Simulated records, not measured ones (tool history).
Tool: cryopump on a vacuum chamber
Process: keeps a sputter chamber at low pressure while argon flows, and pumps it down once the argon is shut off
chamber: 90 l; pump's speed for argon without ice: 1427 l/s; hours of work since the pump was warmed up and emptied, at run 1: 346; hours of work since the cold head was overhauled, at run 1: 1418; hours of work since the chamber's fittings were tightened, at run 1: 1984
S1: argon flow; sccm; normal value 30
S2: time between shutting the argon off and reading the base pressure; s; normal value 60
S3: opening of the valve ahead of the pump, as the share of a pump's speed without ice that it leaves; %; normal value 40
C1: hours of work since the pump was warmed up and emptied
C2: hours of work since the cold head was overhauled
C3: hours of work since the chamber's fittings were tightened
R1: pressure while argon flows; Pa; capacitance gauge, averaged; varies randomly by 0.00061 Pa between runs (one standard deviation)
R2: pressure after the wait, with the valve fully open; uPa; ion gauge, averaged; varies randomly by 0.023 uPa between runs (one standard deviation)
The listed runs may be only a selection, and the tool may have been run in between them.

run 1 hour=0 | S1=30 S2=60 S3=40 | C1=346 C2=1418 C3=1984 | R1=0.0921 R2=1.26
run 2 hour=65.4 | S1=30 S2=60 S3=40 | C1=382 C2=1454 C3=2020 | R1=0.0911 R2=1.25
run 3 hour=119.8 | S1=30 S2=60 S3=40 | C1=412 C2=1483 C3=2050 | R1=0.0925 R2=1.28
run 4 hour=160.8 | S1=30 S2=60 S3=40 | C1=434 C2=1506 C3=2072 | R1=0.0905 R2=1.27
run 5 hour=227.2 | S1=30 S2=60 S3=40 | C1=470 C2=1542 C3=2108 | R1=0.0919 R2=1.32
run 6 hour=282.8 | S1=30 S2=60 S3=40 | C1=500 C2=1572 C3=2138 | R1=0.0919 R2=1.3
run 7 hour=343.7 | S1=30 S2=60 S3=40 | C1=534 C2=1606 C3=2172 | R1=0.0922 R2=1.32
run 8 hour=409.1 | S1=30 S2=60 S3=40 | C1=569 C2=1641 C3=2207 | R1=0.0922 R2=1.31
run 9 hour=450.9 | S1=30 S2=60 S3=40 | C1=592 C2=1664 C3=2230 | R1=0.0926 R2=1.35
run 10 hour=511.8 | S1=30 S2=66 S3=40 | C1=625 C2=1697 C3=2263 | R1=0.0932 R2=1.31
run 11 hour=560.8 | S1=22 S2=33 S3=18 | C1=652 C2=1724 C3=2290 | R1=0.148 R2=1.77
run 12 hour=595.5 | S1=23 S2=33 S3=18 | C1=671 C2=1743 C3=2309 | R1=0.154 R2=1.79

Expected results for the next run?
run 13 hour=624.9 | S1=37 S2=33 S3=21 | C1=687 C2=1759 C3=2325 | R1=? R2=?

R1: 0.2142 Pa
R2: 1.76 uPa
Were there no unlogged condition in the tool, this run, its random variation unchanged, would have produced R1 0.2092 Pa, R2 1.08 uPa.

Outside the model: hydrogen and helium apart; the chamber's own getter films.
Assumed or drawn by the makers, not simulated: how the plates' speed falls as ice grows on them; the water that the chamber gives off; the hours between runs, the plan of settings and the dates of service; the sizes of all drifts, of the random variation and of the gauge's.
